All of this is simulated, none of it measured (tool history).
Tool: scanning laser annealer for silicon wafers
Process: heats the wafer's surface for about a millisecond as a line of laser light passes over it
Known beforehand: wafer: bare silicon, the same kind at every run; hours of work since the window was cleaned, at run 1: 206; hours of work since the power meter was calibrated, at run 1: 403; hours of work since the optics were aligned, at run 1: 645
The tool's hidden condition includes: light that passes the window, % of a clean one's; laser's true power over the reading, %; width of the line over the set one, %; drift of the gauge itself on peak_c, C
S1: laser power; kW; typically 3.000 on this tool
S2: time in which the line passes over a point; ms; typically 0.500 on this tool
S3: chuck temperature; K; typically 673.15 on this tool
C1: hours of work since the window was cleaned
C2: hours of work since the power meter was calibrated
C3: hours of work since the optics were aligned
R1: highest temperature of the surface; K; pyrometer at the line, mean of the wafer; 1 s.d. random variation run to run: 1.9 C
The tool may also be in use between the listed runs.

run 1 hour=0.0 | S1=3.000 S2=0.500 S3=673.15 | C1=206 C2=403 C3=645 | R1=1404.15
run 2 hour=10.0 | S1=3.051 S2=0.500 S3=673.15 | C1=213 C2=410 C3=652 | R1=1415.15
run 3 hour=17.4 | S1=3.051 S2=0.500 S3=673.15 | C1=218 C2=416 C3=657 | R1=1413.15
run 4 hour=29.1 | S1=3.051 S2=0.500 S3=673.15 | C1=227 C2=424 C3=665 | R1=1416.15
run 5 hour=41.9 | S1=3.051 S2=0.500 S3=673.15 | C1=236 C2=433 C3=674 | R1=1414.15
run 6 hour=54.7 | S1=3.051 S2=0.500 S3=673.15 | C1=245 C2=442 C3=683 | R1=1417.15
run 7 hour=65.1 | S1=3.051 S2=0.357 S3=673.15 | C1=252 C2=449 C3=691 | R1=1291.15
run 8 hour=77.9 | S1=3.051 S2=0.357 S3=673.15 | C1=261 C2=458 C3=700 | R1=1292.15
run 9 hour=86.3 | S1=3.051 S2=0.357 S3=673.15 | C1=267 C2=464 C3=706 | R1=1289.15
run 10 hour=101.8 | S1=3.051 S2=0.357 S3=673.15 | C1=278 C2=475 C3=717 | R1=1290.15
run 11 hour=116.3 | S1=3.051 S2=0.357 S3=673.15 | C1=288 C2=485 C3=727 | R1=1283.15
run 12 hour=129.2 | S1=3.000 S2=0.579 S3=673.15 | C1=297 C2=494 C3=736 | R1=1458.15
run 13 hour=143.1 | S1=3.000 S2=0.579 S3=673.15 | C1=307 C2=504 C3=746 | R1=1458.15
-- hour=146.8 laser's power meter calibrated
run 14 hour=153.4 | S1=2.704 S2=0.579 S3=673.15 | C1=312 C2=5 C3=751 | R1=1379.15
run 15 hour=160.0 | S1=2.704 S2=0.579 S3=673.15 | C1=316 C2=9 C3=755 | R1=1380.15
-- hour=172.1 laser's power meter calibrated, once more
run 16 hour=172.1 | S1=2.656 S2=0.500 S3=673.15 | C1=323 C2=0 C3=762 | R1=1318.15
run 17 hour=185.8 | S1=2.656 S2=0.500 S3=673.15 | C1=333 C2=10 C3=771 | R1=1314.15
run 18 hour=194.1 | S1=3.107 S2=0.575 S3=673.15 | C1=338 C2=15 C3=777 | R1=1477.15
run 19 hour=201.0 | S1=3.107 S2=0.521 S3=673.15 | C1=343 C2=20 C3=782 | R1=1442.15
run 20 hour=215.0 | S1=3.107 S2=0.440 S3=693.15 | C1=353 C2=30 C3=792 | R1=1394.15
run 21 hour=222.4 | S1=3.000 S2=0.489 S3=676.15 | C1=358 C2=35 C3=797 | R1=1391.15
run 22 hour=233.9 | S1=2.843 S2=0.606 S3=644.15 | C1=366 C2=43 C3=805 | R1=1404.15

Alternative continuations, all from the tool just after run 22; predict every row:
run A hour=241.4 | S1=2.843 S2=0.388 S3=646.15 | C1=372 C2=49 C3=810 | R1=?
run B hour=241.4 | S1=3.000 S2=0.384 S3=673.15 | C1=372 C2=49 C3=810 | R1=?
run C hour=241.4 | S1=3.144 S2=0.485 S3=642.15 | C1=372 C2=49 C3=810 | R1=?

run=A R1=1242.15
run=B R1=1299.15
run=C R1=1387.15
With no hidden state in the tool, these same runs would have given:
run=A R1=1264.15
run=B R1=1323.15
run=C R1=1415.15
